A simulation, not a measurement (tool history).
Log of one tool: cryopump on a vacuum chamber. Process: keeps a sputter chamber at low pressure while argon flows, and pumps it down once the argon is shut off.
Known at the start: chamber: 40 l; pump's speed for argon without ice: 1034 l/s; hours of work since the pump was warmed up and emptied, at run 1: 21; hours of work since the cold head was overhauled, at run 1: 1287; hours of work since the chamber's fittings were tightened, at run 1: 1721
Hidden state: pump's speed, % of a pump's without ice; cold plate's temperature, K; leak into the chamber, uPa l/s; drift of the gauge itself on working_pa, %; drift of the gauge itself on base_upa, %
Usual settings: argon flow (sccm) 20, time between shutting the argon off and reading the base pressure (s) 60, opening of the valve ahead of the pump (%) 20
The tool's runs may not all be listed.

run,day,argon flow (sccm),time between shutting the argon off and reading the base pressure (s),opening of the valve ahead of the pump (%),hours of work since the pump was warmed up and emptied,hours of work since the cold head was overhauled,hours of work since the chamber's fittings were tightened,pressure while argon flows (Pa),pressure after the wait (uPa)
1,0.000,20,60,20,21,1287,1721,0.1641,2.19
2,1.142,20,60,20,43,1309,1743,0.1646,2.09
3,1.996,20,60,20,59,1326,1759,0.1648,2.13
4,3.475,20,60,20,88,1354,1788,0.1663,2.13
5,4.929,20,60,39,115,1382,1815,0.0865,2.26
# day 6.488: leaking fittings of the chamber tightened, without venting
6,6.679,20,120,39,147,1414,4,0.0863,1.02
7,7.708,20,120,39,167,1434,23,0.0885,0.98
8,8.412,20,120,39,181,1447,37,0.0883,1.04
9,10.046,20,60,20,212,1478,68,0.1662,1.67
10,10.892,20,60,20,228,1495,84,0.1672,1.71
11,12.267,20,60,20,254,1521,111,0.1683,1.67
12,13.729,20,60,20,283,1549,139,0.1689,1.66
13,15.404,13,60,20,315,1581,171,0.1104,1.75
14,16.125,26,60,20,328,1595,185,0.2190,1.75
15,17.458,26,60,20,354,1620,210,0.2199,1.79
16,18.196,20,60,22,368,1635,224,0.1549,1.78
17,18.996,20,60,22,383,1650,240,0.1555,1.76
18,20.646,20,60,22,415,1681,271,0.1570,1.76
19,21.425,20,60,22,430,1696,286,0.1561,1.81
20,22.246,11,211,18,446,1712,302,0.1052,0.87
21,23.392,20,113,39,468,1734,324,0.0931,1.20
22,24.779,20,113,39,494,1761,351,0.0931,1.18
23,26.292,20,113,39,523,1790,380,0.0940,1.28
24,27.296,19,154,40,543,1809,399,0.0867,1.07
25,28.583,19,154,40,567,1834,424,0.0888,1.11
26,29.729,24,54,51,589,1856,446,0.0916,2.08
# day 30.429: pump warmed up, emptied and cooled again
27,31.121,20,60,27,13,1878,468,0.1202,1.72
28,31.800,20,60,27,26,1891,481,0.1208,1.75

Forecast each of these 3 alternatives for the next run:
A,33.058,12,117,20,50,1915,505,?,?
B,33.058,16,52,39,50,1915,505,?,?
C,33.058,21,60,55,50,1915,505,?,?

run,pressure while argon flows (Pa),pressure after the wait (uPa)
A,0.0995,1.12
B,0.0680,1.95
C,0.0631,1.82
Without the tool's hidden state the same runs would have given:
run,pressure while argon flows (Pa),pressure after the wait (uPa)
A,0.0987,0.91
B,0.0669,1.74
C,0.0616,1.60
